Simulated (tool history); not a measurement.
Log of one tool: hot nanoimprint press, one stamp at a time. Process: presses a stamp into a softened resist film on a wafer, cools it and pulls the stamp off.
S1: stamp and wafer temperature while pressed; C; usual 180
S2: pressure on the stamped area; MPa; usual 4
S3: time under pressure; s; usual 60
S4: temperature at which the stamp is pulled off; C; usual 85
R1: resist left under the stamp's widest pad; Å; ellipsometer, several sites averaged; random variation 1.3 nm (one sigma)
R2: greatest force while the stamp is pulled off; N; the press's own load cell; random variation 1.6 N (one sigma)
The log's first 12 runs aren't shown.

{"hour": 176.7, "done": "stamp cleaned and given a new release coat"}
{"hour": 189.1, "done": "plate thermocouple calibrated"}
{"run": 13, "hour": 189.1, "S1": 179, "S2": 4, "S3": 41, "S4": 92, "R1": 2374, "R2": 165}
{"run": 14, "hour": 206.9, "S1": 179, "S2": 4, "S3": 55, "S4": 92, "R1": 2188, "R2": 167}
{"run": 15, "hour": 224.6, "S1": 180, "S2": 4, "S3": 60, "S4": 85, "R1": 2060, "R2": 204}
{"run": 16, "hour": 243.2, "S1": 177, "S2": 3.6, "S3": 96, "S4": 84, "R1": 2109, "R2": 212}
{"run": 17, "hour": 255.6, "S1": 177, "S2": 3.6, "S3": 96, "S4": 84, "R1": 2096, "R2": 210}
{"run": 18, "hour": 270.9, "S1": 178, "S2": 3.62, "S3": 35, "S4": 77, "R1": 2642, "R2": 242}
{"run": 19, "hour": 287.8, "S1": 178, "S2": 3.62, "S3": 35, "S4": 77, "R1": 2672, "R2": 245}
{"run": 20, "hour": 300.6, "S1": 178, "S2": 4.66, "S3": 35, "S4": 83, "R1": 2469, "R2": 218}
{"run": 21, "hour": 315.3, "S1": 180, "S2": 4, "S3": 62, "S4": 85, "R1": 2056, "R2": 210}
{"run": 22, "hour": 329.9, "S1": 186, "S2": 6.31, "S3": 64, "S4": 92, "R1": 1261, "R2": 178}
{"run": 23, "hour": 342.5, "S1": 174, "S2": 6.31, "S3": 85, "S4": 86, "R1": 2097, "R2": 210}
{"hour": 356.2, "done": "stamp cleaned and given a new release coat"}
{"run": 24, "hour": 364.6, "S1": 180, "S2": 4.21, "S3": 60, "S4": 85, "R1": 2059, "R2": 202}
{"run": 25, "hour": 375.0, "S1": 180, "S2": 4.21, "S3": 60, "S4": 85, "R1": 2063, "R2": 202}
{"run": 26, "hour": 395.0, "S1": 180, "S2": 4.39, "S3": 60, "S4": 70, "R1": 2032, "R2": 274}
{"run": 27, "hour": 415.6, "S1": 180, "S2": 4.39, "S3": 60, "S4": 70, "R1": 2027, "R2": 274}
{"run": 28, "hour": 429.5, "S1": 182, "S2": 4, "S3": 60, "S4": 85, "R1": 1957, "R2": 205}
{"run": 29, "hour": 446.2, "S1": 174, "S2": 4.38, "S3": 47, "S4": 83, "R1": 2706, "R2": 218}
{"run": 30, "hour": 459.4, "S1": 180, "S2": 4, "S3": 113, "S4": 85, "R1": 1731, "R2": 211}

Forecast each of these 3 alternatives for the next run:
{"run": "A", "hour": 481.1, "S1": 180, "S2": 4, "S3": 55, "S4": 85, "R1": "?", "R2": "?"}
{"run": "B", "hour": 481.1, "S1": 180, "S2": 4, "S3": 32, "S4": 70, "R1": "?", "R2": "?"}
{"run": "C", "hour": 481.1, "S1": 173, "S2": 4, "S3": 38, "S4": 90, "R1": "?", "R2": "?"}

run=A R1=2192 R2=208
run=B R1=2551 R2=281
run=C R1=2942 R2=189
Without the tool's hidden state the same runs would have given:
run=A R1=2077 R2=195
run=B R1=2443 R2=265
run=C R1=2858 R2=177

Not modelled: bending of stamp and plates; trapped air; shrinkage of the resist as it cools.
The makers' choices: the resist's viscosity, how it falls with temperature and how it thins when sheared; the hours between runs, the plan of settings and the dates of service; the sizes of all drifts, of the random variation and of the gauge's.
